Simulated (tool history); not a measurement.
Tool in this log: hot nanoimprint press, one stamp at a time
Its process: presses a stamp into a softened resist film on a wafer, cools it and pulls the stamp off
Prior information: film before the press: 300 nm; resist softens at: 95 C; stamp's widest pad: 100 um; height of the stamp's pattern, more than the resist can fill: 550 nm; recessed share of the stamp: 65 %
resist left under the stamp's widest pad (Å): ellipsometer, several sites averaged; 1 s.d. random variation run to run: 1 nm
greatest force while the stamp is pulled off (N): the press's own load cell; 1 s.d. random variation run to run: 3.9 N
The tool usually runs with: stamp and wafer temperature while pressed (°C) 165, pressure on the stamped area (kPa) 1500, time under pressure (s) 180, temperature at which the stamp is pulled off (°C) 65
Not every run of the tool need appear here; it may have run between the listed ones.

run,hour,stamp and wafer temperature while pressed (°C),pressure on the stamped area (kPa),time under pressure (s),temperature at which the stamp is pulled off (°C),resist left under the stamp's widest pad (Å),greatest force while the stamp is pulled off (N)
1,0,165,1500,180,65,1482,189
# hour 21.7: stamp cleaned and given a new release coat
2,29.1,165,1500,180,65,1465,188
3,38.7,165,1500,180,67,1470,182
4,54.4,165,1500,180,67,1473,177
5,77.7,165,1500,180,67,1491,173
6,92.8,165,1500,180,71,1501,161
7,114.6,165,1500,180,65,1485,190
8,128.4,155,1500,180,65,2190,183
9,145.6,155,1500,180,65,2194,184
10,166.9,165,1500,180,65,1469,191
11,184,165,1920,193,65,1281,191
12,205.7,157,1500,233,65,1930,183
13,221.9,157,1330,233,65,2023,183
14,234.3,175,1330,233,63,901,193
15,253.9,175,1330,233,63,923,198
16,267.5,165,1500,111,65,1704,193
17,289.6,166,1420,224,65,1349,184
18,304.9,166,1420,154,65,1515,193
19,315.1,165,990,102,65,2090,189

Here are 4 independent what-if runs from the current tool condition. What would each one return?
A,335.5,165,2060,131,65,?,?
B,335.5,169,990,102,65,?,?
C,335.5,165,1700,180,56,?,?
D,335.5,176,1470,180,61,?,?

run,resist left under the stamp's widest pad (Å),greatest force while the stamp is pulled off (N)
A,1402,195
B,1806,191
C,1386,234
D,915,203
Stripped of hidden state, with their random variation kept, the same runs would have yielded:
run,resist left under the stamp's widest pad (Å),greatest force while the stamp is pulled off (N)
A,1400,193
B,1803,189
C,1384,231
D,913,201
